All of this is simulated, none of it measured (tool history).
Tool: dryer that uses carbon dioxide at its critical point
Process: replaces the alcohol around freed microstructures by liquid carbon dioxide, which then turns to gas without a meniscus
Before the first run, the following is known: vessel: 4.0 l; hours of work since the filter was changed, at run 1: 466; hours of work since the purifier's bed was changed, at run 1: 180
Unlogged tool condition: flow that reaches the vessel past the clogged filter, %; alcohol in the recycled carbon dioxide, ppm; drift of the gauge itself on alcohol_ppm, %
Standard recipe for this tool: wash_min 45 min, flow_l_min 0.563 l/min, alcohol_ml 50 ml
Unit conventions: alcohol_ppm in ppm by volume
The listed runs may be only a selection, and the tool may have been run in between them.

run   hour  wash_min  flow_l_min  alcohol_ml  hours of work since the filter was changed  hours of work since the purifier's bed was changed  alcohol_ppm
  1    0.0        45       0.563          50                                         466                                                 180          229
  2   10.0        45       0.563          50                                         470                                                 184          232
  3   18.8        45       0.909          50                                         473                                                 187           86
  4   25.8        59       0.909          50                                         476                                                 190           75
  5   37.9        45       0.563          24                                         480                                                 194          156
  6   45.1        45       0.563          24                                         483                                                 197          153
  7   52.5        45       0.563          24                                         485                                                 200          167
  8   59.1        39       0.563          50                                         488                                                 202          353
  9   69.9        45       0.563          50                                         492                                                 206          238
      73.1  -- inlet filter changed
 10   78.1        51       0.563          50                                           2                                                 209          126
 11   83.7        45       0.563          50                                           4                                                 211          161
 12   89.9        45       0.563          50                                           6                                                 213          162
 13   96.3        45       0.563          50                                           8                                                 215          165
 14  104.2        45       0.563          50                                          11                                                 218          162
 15  109.8        45       0.563          50                                          13                                                 220          170
 16  114.8        45       0.563          50                                          15                                                 222          178
 17  121.4        45       0.414          50                                          18                                                 224          389
 18  127.2        45       0.414          50                                          20                                                 226          398
 19  135.3        45       0.414          50                                          23                                                 229          415
 20  147.2        45       0.563          50                                          27                                                 234          180
 21  157.7        37       0.563          50                                          31                                                 237          290
 22  164.0        37       0.563          50                                          33                                                 240          301
 23  169.2        37       0.563          50                                          35                                                 242          313
 24  178.0        56       0.624          27                                          38                                                 245          109
 25  185.0        60       0.563         115                                          41                                                 247          130
 26  192.0        60       0.563         115                                          43                                                 250          130
 27  200.5        60       0.562          33                                          46                                                 253          109
 28  207.5        60       0.562          33                                          49                                                 256          105
 29  219.0        53       0.454          47                                          53                                                 260          202
 30  225.9        45       0.408          93                                          56                                                 262          723
 31  235.8        45       0.425          93                                          59                                                 266          650
 32  246.5        70       0.617          50                                          63                                                 270           98

Forecast run 33:
 33  254.3        32       0.779          41                                          66                                                 273            ?

Run 33 produced alcohol_ppm 190 ppm by volume.
If the tool had no hidden condition, the same run with the same run-to-run variation would have returned alcohol_ppm 78 ppm by volume.
